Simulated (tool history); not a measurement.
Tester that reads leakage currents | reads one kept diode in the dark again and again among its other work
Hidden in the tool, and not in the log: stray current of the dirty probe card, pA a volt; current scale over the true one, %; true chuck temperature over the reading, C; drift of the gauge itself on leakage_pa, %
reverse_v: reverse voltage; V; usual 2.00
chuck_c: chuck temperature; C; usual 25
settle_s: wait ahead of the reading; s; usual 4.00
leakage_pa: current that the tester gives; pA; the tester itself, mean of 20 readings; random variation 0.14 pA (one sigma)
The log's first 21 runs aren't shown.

| run | hour | reverse_v | chuck_c | settle_s | hours of work since the probe card was cleaned | hours of work since the tester was calibrated | hours of work since the chuck was calibrated | leakage_pa |
|---|---|---|---|---|---|---|---|---|
| 22 | 568.1 | 2.00 | 26 | 1.90 | 563 | 1099 | 1754 | 57.28 |
| 23 | 583.0 | 6.68 | 24 | 0.85 | 570 | 1106 | 1761 | 94.25 |
| 24 | 616.7 | 2.00 | 59 | 0.94 | 587 | 1123 | 1778 | 843.58 |
| 25 | 632.9 | 2.00 | 25 | 0.34 | 595 | 1131 | 1786 | 53.46 |
| 26 | 656.5 | 2.00 | 25 | 0.34 | 607 | 1143 | 1798 | 53.08 |
| 27 | 691.2 | 4.14 | 42 | 0.35 | 624 | 1160 | 1815 | 338.00 |
| 28 | 714.7 | 6.01 | 54 | 0.88 | 635 | 1172 | 1827 | 1066.39 |
| 29 | 745.0 | 2.00 | 37 | 4.00 | 651 | 1187 | 1842 | 149.84 |
| 30 | 761.7 | 1.65 | 22 | 8.33 | 659 | 1195 | 1850 | 36.20 |
| 31 | 785.9 | 2.00 | 31 | 4.00 | 671 | 1207 | 1862 | 89.57 |
| 32 | 819.8 | 1.12 | 25 | 4.00 | 688 | 1224 | 1879 | 38.48 |
| 33 | 850.3 | 2.29 | 46 | 0.76 | 703 | 1239 | 1894 | 338.47 |
| 34 | 873.8 | 2.29 | 46 | 0.76 | 714 | 1250 | 1905 | 339.47 |
| 35 | 890.2 | 3.77 | 36 | 4.00 | 722 | 1259 | 1914 | 195.63 |
| 36 | 925.6 | 15.68 | 36 | 4.00 | 740 | 1276 | 1931 | 436.88 |
| 37 | 959.6 | 15.68 | 36 | 4.00 | 757 | 1293 | 1948 | 437.78 |
| 38 | 989.6 | 15.68 | 36 | 4.00 | 772 | 1308 | 1963 | 434.25 |
| 39 | 1017.4 | 15.68 | 36 | 4.00 | 786 | 1322 | 1977 | 435.11 |

4 ways to go on from here, each from the tool as it stands after run 39. What would each give?
| A | 1051.0 | 15.68 | 54 | 4.00 | 802 | 1338 | 1993 | ? |
| B | 1051.0 | 2.17 | 25 | 6.92 | 802 | 1338 | 1993 | ? |
| C | 1051.0 | 1.51 | 25 | 0.93 | 802 | 1338 | 1993 | ? |
| D | 1051.0 | 15.68 | 33 | 0.53 | 802 | 1338 | 1993 | ? |

| run | leakage_pa |
|---|---|
| A | 1831.76 |
| B | 56.20 |
| C | 46.13 |
| D | 342.94 |
Without the tool's hidden state the same runs would have given:
| run | leakage_pa |
|---|---|
| A | 1596.57 |
| B | 46.70 |
| C | 38.50 |
| D | 286.71 |
